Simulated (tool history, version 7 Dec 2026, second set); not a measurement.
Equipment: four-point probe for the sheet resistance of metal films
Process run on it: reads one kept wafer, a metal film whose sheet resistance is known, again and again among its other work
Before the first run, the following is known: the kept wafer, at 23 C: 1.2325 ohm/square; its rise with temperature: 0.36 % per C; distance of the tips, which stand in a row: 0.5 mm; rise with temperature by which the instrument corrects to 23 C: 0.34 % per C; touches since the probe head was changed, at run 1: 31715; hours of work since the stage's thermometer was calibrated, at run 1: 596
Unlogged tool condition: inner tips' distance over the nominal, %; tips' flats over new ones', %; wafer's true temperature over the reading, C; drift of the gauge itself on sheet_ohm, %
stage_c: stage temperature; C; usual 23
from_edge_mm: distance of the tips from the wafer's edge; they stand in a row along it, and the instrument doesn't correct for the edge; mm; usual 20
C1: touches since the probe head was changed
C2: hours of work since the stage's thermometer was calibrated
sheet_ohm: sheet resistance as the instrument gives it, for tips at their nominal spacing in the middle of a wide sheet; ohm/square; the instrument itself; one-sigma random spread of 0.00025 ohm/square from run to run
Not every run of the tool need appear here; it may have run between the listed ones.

Run 1, hour 0: usual settings; C1 31715; C2 596. Result: sheet_ohm 1.227027 ohm/square.
Run 2, hour 26.9: usual settings; C1 32450; C2 615. Result: sheet_ohm 1.226561 ohm/square.
Run 3, hour 43.6: usual settings; C1 32907; C2 627. Result: sheet_ohm 1.227013 ohm/square.
Run 4, hour 66.6: usual settings but from_edge_mm 5 mm; C1 33537; C2 643. Result: sheet_ohm 1.233346 ohm/square.
Run 5, hour 84.9: usual settings but stage_c 19 C; C1 34038; C2 656. Result: sheet_ohm 1.225404 ohm/square.
Run 6, hour 112.7: usual settings but stage_c 19 C; C1 34796; C2 675. Result: sheet_ohm 1.225235 ohm/square.
Run 7, hour 129: usual settings but stage_c 19 C, from_edge_mm 4 mm; C1 35241; C2 687. Result: sheet_ohm 1.23484 ohm/square.
Run 8, hour 141.2: usual settings but stage_c 19 C, from_edge_mm 27 mm; C1 35576; C2 695. Result: sheet_ohm 1.225106 ohm/square.
Run 9, hour 156.1: usual settings but stage_c 19 C, from_edge_mm 27 mm; C1 35982; C2 706. Result: sheet_ohm 1.224598 ohm/square.
Run 10, hour 167.7: usual settings but stage_c 19 C, from_edge_mm 36 mm; C1 36301; C2 714. Result: sheet_ohm 1.224715 ohm/square.
Run 11, hour 193.8: usual settings but stage_c 19 C, from_edge_mm 36 mm; C1 37013; C2 732. Result: sheet_ohm 1.22424 ohm/square.
Run 12, hour 221.1: usual settings but stage_c 19 C, from_edge_mm 36 mm; C1 37761; C2 751. Result: sheet_ohm 1.224421 ohm/square.
Run 13, hour 245: usual settings; C1 38415; C2 768. Result: sheet_ohm 1.226215 ohm/square.
Run 14, hour 271.2: usual settings; C1 39130; C2 787. Result: sheet_ohm 1.225567 ohm/square.
Run 15, hour 291.2: usual settings; C1 39678; C2 801. Result: sheet_ohm 1.225884 ohm/square.
Run 16, hour 310.5: usual settings; C1 40203; C2 814. Result: sheet_ohm 1.225756 ohm/square.
Run 17, hour 323.8: usual settings; C1 40569; C2 823. Result: sheet_ohm 1.224889 ohm/square.
Run 18, hour 344.7: usual settings; C1 41140; C2 838. Result: sheet_ohm 1.225609 ohm/square.
Run 19, hour 366.2: usual settings but from_edge_mm 61 mm; C1 41727; C2 853. Result: sheet_ohm 1.225018 ohm/square.
Run 20, hour 390: usual settings but from_edge_mm 61 mm; C1 42377; C2 870. Result: sheet_ohm 1.224747 ohm/square.
Run 21, hour 417.3: usual settings but from_edge_mm 24 mm; C1 43126; C2 889. Result: sheet_ohm 1.224726 ohm/square.
Run 22, hour 441.5: usual settings but from_edge_mm 8 mm; C1 43787; C2 906. Result: sheet_ohm 1.22741 ohm/square.
Run 23, hour 460.2: usual settings but stage_c 21 C; C1 44299; C2 919. Result: sheet_ohm 1.224572 ohm/square.
Run 24, hour 475.6: usual settings but stage_c 26 C, from_edge_mm 11 mm; C1 44717; C2 930. Result: sheet_ohm 1.226936 ohm/square.
At hour 478.2: stage's thermometer calibrated.
Run 25, hour 495.5: usual settings but stage_c 30 C, from_edge_mm 4 mm; C1 45249; C2 12. Result: sheet_ohm 1.237978 ohm/square.
Run 26, hour 521.6: usual settings but stage_c 30 C, from_edge_mm 4 mm; C1 45963; C2 30. Result: sheet_ohm 1.237524 ohm/square.
Run 27, hour 534.3: usual settings but stage_c 18 C, from_edge_mm 3 mm; C1 46310; C2 39. Result: sheet_ohm 1.24138 ohm/square.
Run 28, hour 562.7: usual settings but stage_c 22 C, from_edge_mm 5 mm; C1 47086; C2 59. Result: sheet_ohm 1.231617 ohm/square.
Run 29, hour 578.9: usual settings but stage_c 25 C, from_edge_mm 4 mm; C1 47529; C2 71. Result: sheet_ohm 1.235401 ohm/square.
Run 30, hour 601: usual settings but stage_c 22 C, from_edge_mm 4 mm; C1 48135; C2 86. Result: sheet_ohm 1.234702 ohm/square.
At hour 609.1: stage's thermometer calibrated, once more.
Run 31, hour 615.5: usual settings but stage_c 22 C, from_edge_mm 32 mm; C1 48517; C2 5. Result: sheet_ohm 1.222417 ohm/square.
Run 32, hour 643.7: usual settings but stage_c 22 C, from_edge_mm 4 mm; C1 49287; C2 24. Result: sheet_ohm 1.231841 ohm/square.
Run 33, hour 663.3: usual settings but stage_c 22 C, from_edge_mm 4 mm; C1 49822; C2 38. Result: sheet_ohm 1.232215 ohm/square.
Run 34, hour 678.9: usual settings but stage_c 27 C, from_edge_mm 40 mm; C1 50251; C2 49. Result: sheet_ohm 1.22381 ohm/square.
Run 35, hour 707.4: usual settings but stage_c 27 C, from_edge_mm 32 mm; C1 51030; C2 69. Result: sheet_ohm 1.223865 ohm/square.
Run 36, hour 728.9: usual settings but stage_c 29 C, from_edge_mm 32 mm; C1 51617; C2 84. Result: sheet_ohm 1.224237 ohm/square.
Run 37, hour 749.9: usual settings but stage_c 22 C, from_edge_mm 69 mm; C1 52192; C2 99. Result: sheet_ohm 1.221729 ohm/square.
Run 38, hour 761.9: usual settings but stage_c 27 C, from_edge_mm 7 mm; C1 52520; C2 107. Result: sheet_ohm 1.226778 ohm/square.
Run 39, hour 786.8: usual settings but stage_c 24 C, from_edge_mm 7 mm; C1 53200; C2 125. Result: sheet_ohm 1.225644 ohm/square.
Run 40, hour 810.7: usual settings but stage_c 19 C, from_edge_mm 7 mm; C1 53854; C2 141. Result: sheet_ohm 1.223947 ohm/square.
Run 41, hour 822.9: usual settings but stage_c 22 C, from_edge_mm 7 mm; C1 54189; C2 150. Result: sheet_ohm 1.224654 ohm/square.
Run 42, hour 834.9: usual settings but from_edge_mm 37 mm; C1 54515; C2 158. Result: sheet_ohm 1.221661 ohm/square.
Run 43, hour 852.9: usual settings; C1 55009; C2 171. Result: sheet_ohm 1.222293 ohm/square.
Run 44, hour 880: usual settings but stage_c 28 C; C1 55748; C2 190. Result: sheet_ohm 1.223825 ohm/square.

Each row is a separate what-if for the run after 44, all from the same tool condition, not one after another. Results?
Run A, hour 895.9: usual settings but stage_c 19 C, from_edge_mm 29 mm; C1 56182; C2 201. Result: sheet_ohm ?.
Run B, hour 895.9: usual settings but stage_c 27 C, from_edge_mm 61 mm; C1 56182; C2 201. Result: sheet_ohm ?.
Run C, hour 895.9: usual settings but stage_c 30 C, from_edge_mm 14 mm; C1 56182; C2 201. Result: sheet_ohm ?.

run  sheet_ohm
  A   1.220432
  B   1.222926
  C   1.224433
What these runs would have given with no unlogged condition in the tool:
run  sheet_ohm
  A   1.231365
  B   1.233882
  C   1.235402
